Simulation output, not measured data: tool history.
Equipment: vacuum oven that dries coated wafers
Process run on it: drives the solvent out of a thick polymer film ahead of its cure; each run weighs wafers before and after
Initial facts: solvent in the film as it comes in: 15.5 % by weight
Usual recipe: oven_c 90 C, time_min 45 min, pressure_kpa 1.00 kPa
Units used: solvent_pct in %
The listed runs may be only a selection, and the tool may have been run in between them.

{"run": 1, "day": 0.0, "oven_c": 90, "time_min": 45, "pressure_kpa": 1.0, "solvent_pct": 1.02}
{"run": 2, "day": 0.762, "oven_c": 97, "time_min": 45, "pressure_kpa": 1.0, "solvent_pct": 0.56}
{"run": 3, "day": 1.396, "oven_c": 92, "time_min": 45, "pressure_kpa": 1.0, "solvent_pct": 0.86}
{"run": 4, "day": 2.317, "oven_c": 92, "time_min": 45, "pressure_kpa": 1.0, "solvent_pct": 0.82}
{"run": 5, "day": 3.238, "oven_c": 90, "time_min": 45, "pressure_kpa": 1.0, "solvent_pct": 0.96}
{"run": 6, "day": 4.217, "oven_c": 90, "time_min": 45, "pressure_kpa": 1.0, "solvent_pct": 1.02}
{"run": 7, "day": 4.612, "oven_c": 90, "time_min": 45, "pressure_kpa": 1.0, "solvent_pct": 1.03}
{"run": 8, "day": 5.212, "oven_c": 90, "time_min": 45, "pressure_kpa": 1.0, "solvent_pct": 1.06}
{"run": 9, "day": 5.983, "oven_c": 88, "time_min": 29, "pressure_kpa": 0.99, "solvent_pct": 2.45}
{"day": 6.121, "done": "oven's thermocouples calibrated"}
{"run": 10, "day": 6.579, "oven_c": 88, "time_min": 29, "pressure_kpa": 0.99, "solvent_pct": 2.43}
{"run": 11, "day": 7.517, "oven_c": 88, "time_min": 29, "pressure_kpa": 0.99, "solvent_pct": 2.44}
{"run": 12, "day": 8.308, "oven_c": 78, "time_min": 39, "pressure_kpa": 3.24, "solvent_pct": 5.22}
{"run": 13, "day": 8.892, "oven_c": 102, "time_min": 45, "pressure_kpa": 1.03, "solvent_pct": 0.38}
{"run": 14, "day": 9.854, "oven_c": 101, "time_min": 45, "pressure_kpa": 1.0, "solvent_pct": 0.44}
{"run": 15, "day": 10.362, "oven_c": 90, "time_min": 45, "pressure_kpa": 0.66, "solvent_pct": 0.88}

Branching from run 15: 4 alternative next runs. What would each branch give?
{"run": "A", "day": 10.892, "oven_c": 79, "time_min": 24, "pressure_kpa": 1.14, "solvent_pct": "?"}
{"run": "B", "day": 10.892, "oven_c": 90, "time_min": 45, "pressure_kpa": 2.65, "solvent_pct": "?"}
{"run": "C", "day": 10.892, "oven_c": 97, "time_min": 25, "pressure_kpa": 0.84, "solvent_pct": "?"}
{"run": "D", "day": 10.892, "oven_c": 90, "time_min": 47, "pressure_kpa": 1.41, "solvent_pct": "?"}

run=A solvent_pct=5.57
run=B solvent_pct=1.91
run=C solvent_pct=1.31
run=D solvent_pct=1.19
Had the tool no hidden state, the same runs would have come out as:
run=A solvent_pct=5.32
run=B solvent_pct=1.78
run=C solvent_pct=1.19
run=D solvent_pct=1.09

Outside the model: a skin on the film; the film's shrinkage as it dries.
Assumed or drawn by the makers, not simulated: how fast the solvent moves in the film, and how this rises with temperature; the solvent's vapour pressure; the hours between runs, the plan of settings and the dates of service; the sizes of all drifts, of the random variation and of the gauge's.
